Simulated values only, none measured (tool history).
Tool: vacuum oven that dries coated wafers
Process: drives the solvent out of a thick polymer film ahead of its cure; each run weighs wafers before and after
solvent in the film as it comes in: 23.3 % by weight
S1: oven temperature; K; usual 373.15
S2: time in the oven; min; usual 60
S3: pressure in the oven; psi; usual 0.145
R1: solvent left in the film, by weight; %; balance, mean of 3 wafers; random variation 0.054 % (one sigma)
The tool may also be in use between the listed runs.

run,day,S1,S2,S3,R1
1,0.000,373.15,60,0.145,5.53
2,1.396,373.15,60,0.145,5.64
3,3.642,373.15,60,0.145,5.69
4,4.767,373.15,60,0.145,5.63
5,6.950,374.15,60,0.145,5.25
6,8.371,373.15,60,0.145,5.65
7,10.071,373.15,60,0.145,5.74
8,11.417,373.15,60,0.145,5.74
9,12.883,373.15,60,0.145,5.68
10,14.371,373.15,60,0.145,5.77
11,15.308,373.15,60,0.145,5.82
12,17.571,373.15,60,0.145,5.78
13,18.775,373.15,60,0.145,5.72
14,20.279,361.15,60,0.145,10.68
15,22.517,373.15,60,0.145,5.82
16,24.567,373.15,41,0.145,8.44
17,26.412,373.15,96,0.145,3.25
18,27.692,373.15,96,0.145,3.13
19,28.854,373.15,96,0.145,3.14
20,30.042,373.15,96,0.145,3.20
21,32.112,373.15,96,0.145,3.17
# day 32.333: oven's thermocouples calibrated
22,34.171,373.15,60,0.145,6.03
23,36.150,373.15,60,0.145,6.07
24,38.292,373.15,60,0.145,6.11
25,39.879,375.15,40,0.145,8.10
# day 40.692: oven's thermocouples calibrated, once more
26,41.396,373.15,93,0.107,2.93
27,43.604,373.15,61,0.550,6.97
28,45.142,379.15,91,0.158,1.86
29,46.304,367.15,39,0.145,10.68
30,47.392,380.15,97,0.191,1.66
31,49.408,380.15,31,0.138,7.34
32,50.775,375.15,35,0.410,9.15
33,52.446,375.15,35,0.410,9.22
34,54.342,382.15,93,0.442,2.37
35,56.446,382.15,93,0.074,1.07
36,58.342,365.15,93,0.152,6.04
37,59.950,365.15,93,0.152,6.11
38,61.879,365.15,93,0.152,6.01
39,63.875,374.15,93,0.529,4.76
# day 64.992: vacuum gauge cleaned of residue and calibrated
40,65.567,374.15,60,0.194,5.32
41,66.725,388.15,60,0.186,1.46
42,68.221,388.15,60,0.186,1.49
43,70.250,380.15,91,0.133,1.52
44,71.625,370.15,32,0.074,10.64
45,72.596,370.15,32,0.074,10.65
46,73.675,370.15,84,0.263,5.20
47,74.850,373.15,66,0.218,5.25

Forecast each of these 3 alternatives for the next run:
A,75.867,368.15,98,0.126,?
B,75.867,372.15,31,0.077,?
C,75.867,364.15,60,0.103,?

run,R1
A,4.36
B,10.02
C,9.00
Without the tool's hidden state the same runs would have given:
run,R1
A,4.12
B,9.80
C,8.74
